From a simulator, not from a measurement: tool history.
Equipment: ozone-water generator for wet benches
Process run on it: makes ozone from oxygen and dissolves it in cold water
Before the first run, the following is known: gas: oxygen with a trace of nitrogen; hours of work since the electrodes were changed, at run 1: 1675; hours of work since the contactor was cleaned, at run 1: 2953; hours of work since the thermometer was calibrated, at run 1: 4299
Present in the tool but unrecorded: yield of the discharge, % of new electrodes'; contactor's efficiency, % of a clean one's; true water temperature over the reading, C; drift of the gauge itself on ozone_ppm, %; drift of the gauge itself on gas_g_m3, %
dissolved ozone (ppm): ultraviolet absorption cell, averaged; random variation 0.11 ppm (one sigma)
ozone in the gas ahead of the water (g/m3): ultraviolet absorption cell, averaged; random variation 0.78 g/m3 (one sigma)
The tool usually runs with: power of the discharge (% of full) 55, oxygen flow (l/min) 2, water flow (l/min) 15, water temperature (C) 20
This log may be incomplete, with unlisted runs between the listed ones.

run   hour  power of the discharge (% of full)  oxygen flow (l/min)  water flow (l/min)  water temperature (C)  hours of work since the electrodes were changed  hours of work since the contactor was cleaned  hours of work since the thermometer was calibrated  dissolved ozone (ppm)  ozone in the gas ahead of the water (g/m3)
  1      0                                  55                    2                  15                     20                                             1675                                           2953                                                4299                    6.6                                       116.3
  2   46.3                                  55                    2                  15                     20                                             1718                                           2997                                                4343                    6.5                                       115.4
  3   66.2                                  55                    2                  15                     20                                             1737                                           3016                                                4362                    6.3                                       114.2
  4   87.1                                  55                    2                  15                     20                                             1757                                           3036                                                4382                    6.4                                       115.3
  5  120.7                                  63                    2                  15                     20                                             1789                                           3068                                                4414                    7.1                                       126.8
  6  147.9                                  55                    2                  15                     20                                             1815                                           3094                                                4440                    6.3                                         115
  7  183.7                                  74                    2                  15                     20                                             1849                                           3128                                                4474                    7.6                                       140.3
  8  222.1                                  55                    2                  14                     20                                             1886                                           3164                                                4510                    6.8                                       115.9
  9    265                                  55                    2                  14                     20                                             1927                                           3205                                                4551                    6.9                                       116.4
 10  286.2                                  55                    2                  22                     20                                             1947                                           3225                                                4571                    4.6                                         116
 11  326.4                                  55                    2                  15                     20                                             1985                                           3264                                                4610                    6.2                                       115.4
 12  350.1                                  46                 2.23                  19                     15                                             2007                                           3286                                                4632                    4.7                                        96.1
 13  384.8                                  46                 2.23                  19                     15                                             2040                                           3319                                                4665                    4.9                                        97.2
 14  408.9                                  64                 3.52                  19                     24                                             2063                                           3342                                                4688                    5.8                                        94.3
 15  446.6                                  45                 2.93                  19                     12                                             2099                                           3378                                                4724                    5.1                                        82.6
 16  489.1                                  45                 2.93                  19                     12                                             2140                                           3418                                                4764                    5.2                                        81.1
 17  526.2                                  62                 2.54                  19                     12                                             2175                                           3453                                                4799                    6.1                                         110
 18  554.6                                  62                 2.06                  19                     12                                             2202                                           3480                                                4826                    5.9                                       122.9
 19  596.5                                  85                    2                  15                     21                                             2242                                           3520                                                4866                    8.5                                       153.8
 20  642.2                                  85                    2                  15                     21                                             2285                                           3564                                                4910                    8.3                                         154
     645.6  -- water thermometer calibrated
 21  687.6                                  82                 1.21                  15                     13                                             2328                                           3607                                                  40                    7.5                                       194.1
 22  713.9                                  55                 1.78                  11                     20                                             2353                                           3631                                                  65                      8                                         121

5 ways to go on from here, each from the tool as it stands after run 22. What would each give?
  A  760.6                                  55                  1.3                  15                     24                                             2397                                           3676                                                 109                      ?                                           ?
  B  760.6                                  48                    2                  15                     20                                             2397                                           3676                                                 109                      ?                                           ?
  C  760.6                                  75                 1.25                  14                     20                                             2397                                           3676                                                 109                      ?                                           ?
  D  760.6                                  55                 1.85                  11                     21                                             2397                                           3676                                                 109                      ?                                           ?
  E  760.6                                  56                    2                  15                     27                                             2397                                           3676                                                 109                      ?                                           ?

run  dissolved ozone (ppm)  ozone in the gas ahead of the water (g/m3)
  A                    5.5                                         142
  B                      6                                       103.4
  C                    7.5                                       179.3
  D                    8.1                                       118.4
  E                    5.8                                       114.5
Stripped of hidden state, with their random variation kept, the same runs would have yielded:
run  dissolved ozone (ppm)  ozone in the gas ahead of the water (g/m3)
  A                      6                                       147.2
  B                    6.5                                       106.8
  C                    8.2                                       187.6
  D                    8.8                                       122.7
  E                    6.3                                       118.8
